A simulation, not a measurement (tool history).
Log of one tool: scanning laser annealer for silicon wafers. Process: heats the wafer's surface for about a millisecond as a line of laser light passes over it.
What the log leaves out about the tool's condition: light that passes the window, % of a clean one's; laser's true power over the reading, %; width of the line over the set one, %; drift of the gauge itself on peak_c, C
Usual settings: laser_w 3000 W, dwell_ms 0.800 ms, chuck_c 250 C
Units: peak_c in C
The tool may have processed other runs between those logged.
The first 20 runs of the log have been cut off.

run	hour	laser_w	dwell_ms	chuck_c	hours of work since the window was cleaned	hours of work since the power meter was calibrated	hours of work since the optics were aligned	peak_c
21	212.0	2652	0.818	288	33	215	407	931
22	218.1	2618	0.811	223	37	220	411	849
23	231.2	3000	0.696	260	47	230	421	941
24	241.6	3000	0.696	260	55	238	429	940
25	253.1	3133	0.893	260	64	246	438	1090
26	265.8	3133	0.893	260	73	256	447	1091
27	272.8	3195	0.893	260	79	261	453	1108
28	282.1	3195	0.893	219	86	268	460	1070
29	288.5	3000	0.800	264	91	273	465	999
30	299.7	3000	0.800	264	99	282	473	999
31	307.9	3000	0.698	264	105	288	479	942
32	315.3	3000	0.698	264	111	293	485	939
33	321.1	2852	0.965	264	115	298	489	1031
34	327.7	3000	0.800	234	120	303	494	968
35	336.8	3000	0.695	250	127	310	501	922
36	342.2	3000	0.695	243	131	314	505	918

Expected results for the next run?
37	354.9	3000	0.695	243	141	323	515	?

{"run 37": {"peak_c": 917}}
If the tool had no hidden condition, the same run with the same run-to-run variation would have returned peak_c 937 C.

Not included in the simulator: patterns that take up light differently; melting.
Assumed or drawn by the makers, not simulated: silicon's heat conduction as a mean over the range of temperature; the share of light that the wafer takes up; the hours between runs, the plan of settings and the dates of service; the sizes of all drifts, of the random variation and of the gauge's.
